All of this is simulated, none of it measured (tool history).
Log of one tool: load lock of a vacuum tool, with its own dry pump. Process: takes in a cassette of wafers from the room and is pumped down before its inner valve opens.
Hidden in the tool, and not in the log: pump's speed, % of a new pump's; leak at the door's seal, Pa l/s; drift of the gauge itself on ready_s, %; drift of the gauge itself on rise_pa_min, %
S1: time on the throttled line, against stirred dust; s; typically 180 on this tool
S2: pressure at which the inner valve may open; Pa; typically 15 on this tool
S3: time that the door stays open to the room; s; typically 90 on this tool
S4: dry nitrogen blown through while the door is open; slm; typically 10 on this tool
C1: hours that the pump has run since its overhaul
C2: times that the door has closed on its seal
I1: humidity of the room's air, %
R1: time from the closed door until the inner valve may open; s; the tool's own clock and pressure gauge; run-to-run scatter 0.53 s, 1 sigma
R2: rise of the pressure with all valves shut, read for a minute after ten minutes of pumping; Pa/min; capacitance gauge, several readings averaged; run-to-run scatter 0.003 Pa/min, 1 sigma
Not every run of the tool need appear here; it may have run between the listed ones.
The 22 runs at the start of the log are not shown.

Run 23, hour 2584.7: usual settings but S1 140 s, S2 16 Pa, S3 51 s, S4 8 slm; C1 4618; C2 18723; I1 45.2. Result: R1 195.0 s, R2 0.066 Pa/min.
Run 24, hour 2694.2: usual settings but S1 294 s, S2 14 Pa; C1 4728; C2 19012; I1 43.0. Result: R1 336.1 s, R2 0.081 Pa/min.
Run 25, hour 2851.3: usual settings but S1 117 s, S2 16 Pa, S3 30 s, S4 6 slm; C1 4885; C2 19427; I1 44.1. Result: R1 173.4 s, R2 0.071 Pa/min.
Run 26, hour 3012.0: usual settings but S1 117 s, S2 16 Pa, S3 30 s, S4 6 slm; C1 5045; C2 19852; I1 44.7. Result: R1 175.1 s, R2 0.070 Pa/min.
Run 27, hour 3100.7: usual settings but S1 104 s, S4 4 slm; C1 5134; C2 20086; I1 42.7. Result: R1 163.9 s, R2 0.102 Pa/min.
Run 28, hour 3213.9: usual settings but S1 104 s, S4 4 slm; C1 5247; C2 20386; I1 41.9. Result: R1 163.8 s, R2 0.104 Pa/min.
Run 29, hour 3376.8: usual settings but S1 104 s, S4 4 slm; C1 5410; C2 20816; I1 47.1. Result: R1 164.1 s, R2 0.104 Pa/min.
Run 30, hour 3468.3: usual settings but S1 210 s, S2 28 Pa, S3 195 s, S4 6 slm; C1 5502; C2 21058; I1 41.5. Result: R1 254.2 s, R2 0.116 Pa/min.
Run 31, hour 3604.0: usual settings but S3 116 s, S4 14 slm; C1 5637; C2 21417; I1 45.8. Result: R1 231.2 s, R2 0.089 Pa/min.
Run 32, hour 3747.7: usual settings but S3 116 s, S4 16 slm; C1 5781; C2 21796; I1 47.8. Result: R1 232.0 s, R2 0.091 Pa/min.
Run 33, hour 3838.7: usual settings but S3 116 s, S4 16 slm; C1 5872; C2 22037; I1 43.8. Result: R1 232.2 s, R2 0.088 Pa/min.
Run 34, hour 3963.2: usual settings but S1 308 s, S3 92 s, S4 16 slm; C1 5997; C2 22366; I1 45.4. Result: R1 345.7 s, R2 0.078 Pa/min.
Run 35, hour 4064.1: usual settings but S1 178 s, S2 19 Pa, S3 232 s, S4 24 slm; C1 6097; C2 22632; I1 42.8. Result: R1 228.9 s, R2 0.088 Pa/min.
Run 36, hour 4170.7: usual settings but S1 133 s, S2 26 Pa, S3 188 s, S4 39 slm; C1 6204; C2 22914; I1 43.4. Result: R1 186.2 s, R2 0.082 Pa/min.

Predict each of these 3 candidate next runs independently; none follows another, all start after run 36:
Run A, hour 4335.4: usual settings but S1 305 s, S2 25 Pa, S3 188 s, S4 39 slm; C1 6369; C2 23349; I1 46.8. Result: R1 ?, R2 ?.
Run B, hour 4335.4: usual settings but S1 126 s, S2 20 Pa, S3 188 s, S4 11 slm; C1 6369; C2 23349; I1 43.1. Result: R1 ?, R2 ?.
Run C, hour 4335.4: usual settings but S2 23 Pa; C1 6369; C2 23349; I1 45.0. Result: R1 ?, R2 ?.

run     R1     R2
  A  340.9  0.088
  B  182.6  0.110
  C  229.9  0.097
Without the tool's hidden state the same runs would have given:
run     R1     R2
  A  337.5  0.032
  B  177.3  0.056
  C  225.2  0.042
